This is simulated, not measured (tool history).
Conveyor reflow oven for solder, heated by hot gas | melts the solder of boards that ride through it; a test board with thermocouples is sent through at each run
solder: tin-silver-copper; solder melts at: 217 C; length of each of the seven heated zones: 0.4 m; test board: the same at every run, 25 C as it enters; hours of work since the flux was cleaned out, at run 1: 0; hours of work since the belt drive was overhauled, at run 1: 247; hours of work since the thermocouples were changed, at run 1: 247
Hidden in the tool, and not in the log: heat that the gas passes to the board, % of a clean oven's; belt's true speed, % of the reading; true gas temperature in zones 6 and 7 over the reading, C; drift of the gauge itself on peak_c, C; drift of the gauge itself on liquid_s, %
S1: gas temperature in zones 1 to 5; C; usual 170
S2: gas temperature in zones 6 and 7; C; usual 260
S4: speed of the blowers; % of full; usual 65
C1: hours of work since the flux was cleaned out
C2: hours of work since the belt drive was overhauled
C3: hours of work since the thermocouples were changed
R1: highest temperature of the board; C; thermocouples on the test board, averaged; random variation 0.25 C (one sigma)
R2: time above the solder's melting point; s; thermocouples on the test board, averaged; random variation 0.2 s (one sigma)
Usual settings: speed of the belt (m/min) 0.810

{"run": 1, "hour": 0.0, "S1": 170, "S2": 260, "speed of the belt (m/min)": 0.81, "S4": 65, "C1": 0, "C2": 247, "C3": 247, "R1": 244.8, "R2": 38.8}
{"run": 2, "hour": 17.1, "S1": 170, "S2": 260, "speed of the belt (m/min)": 0.81, "S4": 65, "C1": 11, "C2": 258, "C3": 258, "R1": 244.0, "R2": 38.3}
{"run": 3, "hour": 34.6, "S1": 170, "S2": 260, "speed of the belt (m/min)": 0.81, "S4": 65, "C1": 23, "C2": 270, "C3": 270, "R1": 243.8, "R2": 38.8}
{"run": 4, "hour": 52.6, "S1": 170, "S2": 257, "speed of the belt (m/min)": 0.81, "S4": 65, "C1": 35, "C2": 282, "C3": 282, "R1": 241.3, "R2": 36.6}
{"run": 5, "hour": 71.0, "S1": 170, "S2": 257, "speed of the belt (m/min)": 0.81, "S4": 65, "C1": 47, "C2": 294, "C3": 294, "R1": 241.5, "R2": 37.2}
{"run": 6, "hour": 83.7, "S1": 170, "S2": 257, "speed of the belt (m/min)": 0.81, "S4": 65, "C1": 55, "C2": 302, "C3": 302, "R1": 241.1, "R2": 36.8}
{"run": 7, "hour": 99.0, "S1": 170, "S2": 257, "speed of the belt (m/min)": 0.81, "S4": 65, "C1": 65, "C2": 312, "C3": 312, "R1": 241.5, "R2": 36.7}
{"run": 8, "hour": 120.4, "S1": 170, "S2": 260, "speed of the belt (m/min)": 0.81, "S4": 65, "C1": 80, "C2": 326, "C3": 326, "R1": 244.1, "R2": 38.6}
{"run": 9, "hour": 131.5, "S1": 170, "S2": 260, "speed of the belt (m/min)": 0.81, "S4": 65, "C1": 87, "C2": 334, "C3": 334, "R1": 244.5, "R2": 38.5}
{"hour": 137.6, "done": "flux residue cleaned out of gas plates and filters"}
{"run": 10, "hour": 151.7, "S1": 167, "S2": 260, "speed of the belt (m/min)": 0.81, "S4": 65, "C1": 9, "C2": 344, "C3": 344, "R1": 243.3, "R2": 37.2}
{"run": 11, "hour": 164.1, "S1": 167, "S2": 260, "speed of the belt (m/min)": 0.81, "S4": 65, "C1": 17, "C2": 352, "C3": 352, "R1": 243.1, "R2": 37.1}
{"run": 12, "hour": 174.2, "S1": 167, "S2": 260, "speed of the belt (m/min)": 0.962, "S4": 65, "C1": 24, "C2": 359, "C3": 359, "R1": 237.5, "R2": 25.6}
{"run": 13, "hour": 188.2, "S1": 167, "S2": 260, "speed of the belt (m/min)": 0.962, "S4": 65, "C1": 33, "C2": 368, "C3": 368, "R1": 237.3, "R2": 25.8}
{"hour": 198.5, "done": "flux residue cleaned out of gas plates and filters, once more"}
{"run": 14, "hour": 203.3, "S1": 170, "S2": 260, "speed of the belt (m/min)": 0.81, "S4": 65, "C1": 3, "C2": 375, "C3": 375, "R1": 244.5, "R2": 39.3}
{"run": 15, "hour": 221.5, "S1": 170, "S2": 260, "speed of the belt (m/min)": 0.81, "S4": 65, "C1": 15, "C2": 387, "C3": 387, "R1": 243.7, "R2": 39.2}
{"run": 16, "hour": 239.4, "S1": 170, "S2": 260, "speed of the belt (m/min)": 0.81, "S4": 65, "C1": 27, "C2": 398, "C3": 398, "R1": 243.9, "R2": 38.6}
{"run": 17, "hour": 258.6, "S1": 170, "S2": 260, "speed of the belt (m/min)": 0.81, "S4": 65, "C1": 40, "C2": 411, "C3": 411, "R1": 244.1, "R2": 38.6}
{"run": 18, "hour": 276.3, "S1": 175, "S2": 253, "speed of the belt (m/min)": 0.81, "S4": 50, "C1": 51, "C2": 423, "C3": 423, "R1": 235.8, "R2": 32.1}
{"run": 19, "hour": 297.4, "S1": 184, "S2": 273, "speed of the belt (m/min)": 0.758, "S4": 52, "C1": 65, "C2": 437, "C3": 437, "R1": 256.5, "R2": 53.4}
{"run": 20, "hour": 316.4, "S1": 184, "S2": 273, "speed of the belt (m/min)": 0.953, "S4": 73, "C1": 78, "C2": 449, "C3": 449, "R1": 254.2, "R2": 40.9}

Run 21 comes next. What will it give?
{"run": 21, "hour": 333.0, "S1": 184, "S2": 273, "speed of the belt (m/min)": 0.953, "S4": 73, "C1": 89, "C2": 460, "C3": 460, "R1": "?", "R2": "?"}

R1: 254.0 C
R2: 41.1 s
Without the tool's hidden state the same run would have given R1 255.1 C, R2 41.1 s.
